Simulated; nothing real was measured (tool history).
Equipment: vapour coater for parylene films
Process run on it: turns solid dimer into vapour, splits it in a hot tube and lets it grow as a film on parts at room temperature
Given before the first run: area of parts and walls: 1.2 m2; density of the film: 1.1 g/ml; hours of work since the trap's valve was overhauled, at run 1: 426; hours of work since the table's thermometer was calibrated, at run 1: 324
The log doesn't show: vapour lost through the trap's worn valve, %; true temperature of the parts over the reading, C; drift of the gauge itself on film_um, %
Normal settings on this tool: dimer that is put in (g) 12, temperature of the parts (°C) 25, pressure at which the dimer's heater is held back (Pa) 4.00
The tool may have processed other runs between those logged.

run,hour,dimer that is put in (g),temperature of the parts (°C),pressure at which the dimer's heater is held back (Pa),hours of work since the trap's valve was overhauled,hours of work since the table's thermometer was calibrated,thickness of the film (um)
1,0.0,12,25,4.00,426,324,5.97
2,35.1,12,25,4.00,441,340,6.01
3,62.4,12,25,4.90,454,353,5.88
4,104.5,11,25,4.00,473,372,5.53
5,137.3,11,25,4.00,488,387,5.52
6,173.1,11,25,4.00,504,403,5.50
7,208.7,11,25,4.00,520,419,5.52
8,232.3,11,25,4.00,531,430,5.52
# hour 240.2: trap's valve overhauled
9,274.8,11,25,4.00,16,448,5.56
10,292.8,12,25,4.00,24,456,6.07
11,333.8,12,25,4.00,43,474,6.07
12,370.4,12,25,4.00,59,491,6.05
13,398.7,12,25,5.32,72,504,5.87
14,428.5,12,25,5.32,86,518,5.88
15,459.8,12,25,5.32,100,532,5.92
16,481.6,9,18,3.58,110,542,5.87
17,498.9,12,20,11.00,118,550,6.57
18,520.8,16,17,2.40,128,560,11.30
19,563.6,6,23,2.98,147,579,3.35
20,600.9,10,23,2.98,164,596,5.61
21,641.8,10,23,2.98,183,615,5.62
22,662.0,12,25,5.48,192,624,5.91
23,698.3,12,18,4.35,208,640,7.68
24,732.8,9,19,4.35,224,656,5.60
25,775.4,9,25,11.36,244,675,4.13
26,813.3,17,25,7.62,261,693,8.11
27,846.3,6,22,3.21,276,708,3.47
28,882.3,8,22,7.81,292,724,4.22

Alternative continuations, all from the tool just after run 28; predict every row:
A,901.4,19,32,9.73,301,733,?
B,901.4,7,20,3.17,301,733,?
C,901.4,21,22,5.69,301,733,?
D,901.4,6,27,9.97,301,733,?
E,901.4,11,22,10.67,301,733,?

run,thickness of the film (um)
A,6.92
B,4.35
C,11.49
D,2.60
E,5.63
Had the tool no hidden state, the same runs would have come out as:
run,thickness of the film (um)
A,6.80
B,4.27
C,11.29
D,2.56
E,5.53
